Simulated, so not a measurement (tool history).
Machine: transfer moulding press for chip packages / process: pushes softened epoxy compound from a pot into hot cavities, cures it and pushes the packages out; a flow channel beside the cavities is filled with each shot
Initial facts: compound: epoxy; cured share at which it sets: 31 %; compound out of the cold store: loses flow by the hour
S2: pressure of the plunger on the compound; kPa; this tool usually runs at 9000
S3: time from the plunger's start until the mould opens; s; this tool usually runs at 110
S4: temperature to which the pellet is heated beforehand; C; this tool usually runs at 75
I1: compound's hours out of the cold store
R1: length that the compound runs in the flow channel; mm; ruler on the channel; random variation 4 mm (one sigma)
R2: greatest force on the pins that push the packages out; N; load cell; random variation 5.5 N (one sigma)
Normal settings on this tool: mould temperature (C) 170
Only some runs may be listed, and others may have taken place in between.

Run 1, hour 0.0: usual settings; I1 34.7. Result: R1 919 mm, R2 373 N.
Run 2, hour 11.9: usual settings; I1 16.9. Result: R1 964 mm, R2 383 N.
Run 3, hour 27.4: usual settings; I1 41.3. Result: R1 898 mm, R2 385 N.
Run 4, hour 39.7: usual settings; I1 14.2. Result: R1 963 mm, R2 232 N.
Run 5, hour 61.3: usual settings; I1 17.2. Result: R1 958 mm, R2 314 N.
Run 6, hour 76.1: usual settings; I1 36.1. Result: R1 904 mm, R2 353 N.
Run 7, hour 91.2: usual settings; I1 24.8. Result: R1 928 mm, R2 359 N.
Run 8, hour 113.1: usual settings but S2 9540 kPa; I1 28.4. Result: R1 947 mm, R2 385 N.
Run 9, hour 122.5: usual settings; I1 22.5. Result: R1 939 mm, R2 366 N.
Run 10, hour 132.5: usual settings; I1 38.8. Result: R1 902 mm, R2 385 N.
Run 11, hour 145.0: usual settings; I1 45.5. Result: R1 868 mm, R2 208 N.
Run 12, hour 165.7: usual settings but S3 132 s; I1 34.5. Result: R1 907 mm, R2 266 N.
Run 13, hour 176.2: usual settings but mould temperature (C) 165, S3 132 s; I1 13.7. Result: R1 970 mm, R2 322 N.
Run 14, hour 192.7: usual settings but mould temperature (C) 163, S3 132 s; I1 14.8. Result: R1 963 mm, R2 372 N.
Run 15, hour 211.6: usual settings but mould temperature (C) 163, S2 8430 kPa, S3 132 s, S4 65 C; I1 21.5. Result: R1 921 mm, R2 399 N.
Run 16, hour 230.6: usual settings but S2 8710 kPa, S3 123 s, S4 80 C; I1 14.3. Result: R1 925 mm, R2 357 N.
Run 17, hour 251.6: usual settings but S4 69 C; I1 14.2. Result: R1 932 mm, R2 205 N.
Run 18, hour 269.5: usual settings but S2 8310 kPa; I1 17.4. Result: R1 894 mm, R2 299 N.
Run 19, hour 286.7: usual settings but S2 8310 kPa; I1 32.8. Result: R1 856 mm, R2 319 N.
Run 20, hour 303.1: usual settings but mould temperature (C) 163, S2 8330 kPa, S3 136 s, S4 78 C; I1 41.3. Result: R1 862 mm, R2 370 N.
Run 21, hour 323.9: usual settings but mould temperature (C) 172, S3 134 s, S4 81 C; I1 31.5. Result: R1 882 mm, R2 330 N.
Run 22, hour 341.2: usual settings but mould temperature (C) 172, S3 134 s, S4 81 C; I1 25.9. Result: R1 891 mm, R2 331 N.
Run 23, hour 352.6: usual settings but mould temperature (C) 176; I1 28.1. Result: R1 873 mm, R2 339 N.
Run 24, hour 375.7: usual settings but mould temperature (C) 176; I1 38.5. Result: R1 841 mm, R2 251 N.
Run 25, hour 393.9: usual settings but mould temperature (C) 174; I1 31.4. Result: R1 869 mm, R2 309 N.
Run 26, hour 403.3: usual settings but mould temperature (C) 174; I1 30.1. Result: R1 870 mm, R2 315 N.
Run 27, hour 424.2: usual settings but mould temperature (C) 169, S3 127 s; I1 17.2. Result: R1 917 mm, R2 330 N.
Run 28, hour 442.5: usual settings but mould temperature (C) 169, S3 106 s; I1 27.4. Result: R1 890 mm, R2 427 N.

Withheld: 6 entries from between the runs. Position of each, and hidden state at the listed run before versus the listed run after:
After run 3, before run 4: cavities cleaned with cleaning compound and waxed (hour 33.4)
  true mould temperature over the reading, C: 0.35 -> 0.36; pressure that reaches the compound, % of what is set: 97.04 -> 96.8; grip of the stained cavities, % over clean ones': 103.9 -> 23.7
  measured result minus the result with no hidden state, R1: -15 -> -17 mm; R2: +194 -> +42 N
After run 10, before run 11: cavities cleaned with cleaning compound and waxed (hour 141.1)
  true mould temperature over the reading, C: 0.42 -> 0.43; pressure that reaches the compound, % of what is set: 94.36 -> 94.09; grip of the stained cavities, % over clean ones': 102.5 -> 14.7
  measured result minus the result with no hidden state, R1: -28 -> -29 mm; R2: +192 -> +26 N
After run 11, before run 12: mould's thermocouples calibrated (hour 148.5)
  true mould temperature over the reading, C: 0.43 -> 0.57; pressure that reaches the compound, % of what is set: 94.09 -> 93.61; grip of the stained cavities, % over clean ones': 14.7 -> 59.1
  measured result minus the result with no hidden state, R1: -29 -> -32 mm; R2: +26 -> +100 N
After run 16, before run 17: cavities cleaned with cleaning compound and waxed (hour 249.4)
  true mould temperature over the reading, C: 0.61 -> 0.62; pressure that reaches the compound, % of what is set: 91.9 -> 91.41; grip of the stained cavities, % over clean ones': 101 -> 8.7
  measured result minus the result with no hidden state, R1: -42 -> -45 mm; R2: +176 -> +12 N
After run 17, before run 18: mould's thermocouples calibrated, once more (hour 256.9)
  true mould temperature over the reading, C: 0.62 -> -0.08; pressure that reaches the compound, % of what is set: 91.41 -> 90.99; grip of the stained cavities, % over clean ones': 8.7 -> 50.8
  measured result minus the result with no hidden state, R1: -45 -> -43 mm; R2: +12 -> +100 N
After run 23, before run 24: cavities cleaned with cleaning compound and waxed (hour 358.9)
  true mould temperature over the reading, C: -0.03 -> -0.01; pressure that reaches the compound, % of what is set: 88.94 -> 88.42; grip of the stained cavities, % over clean ones': 102.5 -> 48.8
  measured result minus the result with no hidden state, R1: -53 -> -53 mm; R2: +169 -> +82 N

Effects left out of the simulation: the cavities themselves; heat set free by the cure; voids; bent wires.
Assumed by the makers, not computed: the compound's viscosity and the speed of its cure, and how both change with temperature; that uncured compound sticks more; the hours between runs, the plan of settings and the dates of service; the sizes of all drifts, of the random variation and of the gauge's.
